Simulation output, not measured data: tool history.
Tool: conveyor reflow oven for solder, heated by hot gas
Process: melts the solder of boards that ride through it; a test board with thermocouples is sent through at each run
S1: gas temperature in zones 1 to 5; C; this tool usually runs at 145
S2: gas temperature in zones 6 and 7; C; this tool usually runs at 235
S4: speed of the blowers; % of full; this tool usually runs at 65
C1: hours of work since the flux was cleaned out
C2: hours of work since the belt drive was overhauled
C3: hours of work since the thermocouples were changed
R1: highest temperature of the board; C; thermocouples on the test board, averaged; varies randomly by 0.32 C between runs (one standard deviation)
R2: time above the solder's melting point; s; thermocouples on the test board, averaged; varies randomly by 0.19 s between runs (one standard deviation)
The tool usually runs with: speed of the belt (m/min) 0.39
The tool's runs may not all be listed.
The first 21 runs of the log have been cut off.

{"run": 22, "day": 7.604, "S1": 142, "S2": 239, "speed of the belt (m/min)": 0.399, "S4": 54, "C1": 49, "C2": 192, "C3": 673, "R1": 224.2, "R2": 88.5}
{"run": 23, "day": 7.95, "S1": 159, "S2": 239, "speed of the belt (m/min)": 0.399, "S4": 54, "C1": 54, "C2": 197, "C3": 678, "R1": 226.8, "R2": 100.4}
{"run": 24, "day": 8.371, "S1": 145, "S2": 230, "speed of the belt (m/min)": 0.39, "S4": 76, "C1": 60, "C2": 203, "C3": 684, "R1": 219.6, "R2": 89.4}
{"run": 25, "day": 8.667, "S1": 145, "S2": 230, "speed of the belt (m/min)": 0.39, "S4": 76, "C1": 64, "C2": 207, "C3": 688, "R1": 220, "R2": 89.6}
{"run": 26, "day": 9.125, "S1": 142, "S2": 235, "speed of the belt (m/min)": 0.39, "S4": 65, "C1": 70, "C2": 213, "C3": 694, "R1": 222.1, "R2": 89.9}
{"run": 27, "day": 9.404, "S1": 142, "S2": 235, "speed of the belt (m/min)": 0.39, "S4": 65, "C1": 74, "C2": 217, "C3": 698, "R1": 222.5, "R2": 90}
{"run": 28, "day": 9.771, "S1": 142, "S2": 235, "speed of the belt (m/min)": 0.39, "S4": 65, "C1": 79, "C2": 222, "C3": 703, "R1": 222.3, "R2": 89.7}
{"run": 29, "day": 10.104, "S1": 142, "S2": 235, "speed of the belt (m/min)": 0.39, "S4": 65, "C1": 84, "C2": 227, "C3": 708, "R1": 221.9, "R2": 90}
{"run": 30, "day": 10.354, "S1": 146, "S2": 228, "speed of the belt (m/min)": 0.39, "S4": 65, "C1": 87, "C2": 231, "C3": 712, "R1": 216.3, "R2": 86.6}

Each row is a separate what-if for the run after 30, all from the same tool condition, not one after another. Results?
{"run": "A", "day": 10.712, "S1": 155, "S2": 243, "speed of the belt (m/min)": 0.396, "S4": 65, "C1": 92, "C2": 236, "C3": 717, "R1": "?", "R2": "?"}
{"run": "B", "day": 10.712, "S1": 153, "S2": 228, "speed of the belt (m/min)": 0.32, "S4": 62, "C1": 92, "C2": 236, "C3": 717, "R1": "?", "R2": "?"}
{"run": "C", "day": 10.712, "S1": 144, "S2": 244, "speed of the belt (m/min)": 0.464, "S4": 65, "C1": 92, "C2": 236, "C3": 717, "R1": "?", "R2": "?"}
{"run": "D", "day": 10.712, "S1": 133, "S2": 228, "speed of the belt (m/min)": 0.39, "S4": 89, "C1": 92, "C2": 236, "C3": 717, "R1": "?", "R2": "?"}

run=A R1=231.6 R2=101.8
run=B R1=220.7 R2=117
run=C R1=225.9 R2=77.9
run=D R1=217.6 R2=82.1
Had the tool no hidden state, the same runs would have come out as:
run=A R1=233.3 R2=102
run=B R1=222.3 R2=117.6
run=C R1=227.7 R2=78.6
run=D R1=219.5 R2=83.4

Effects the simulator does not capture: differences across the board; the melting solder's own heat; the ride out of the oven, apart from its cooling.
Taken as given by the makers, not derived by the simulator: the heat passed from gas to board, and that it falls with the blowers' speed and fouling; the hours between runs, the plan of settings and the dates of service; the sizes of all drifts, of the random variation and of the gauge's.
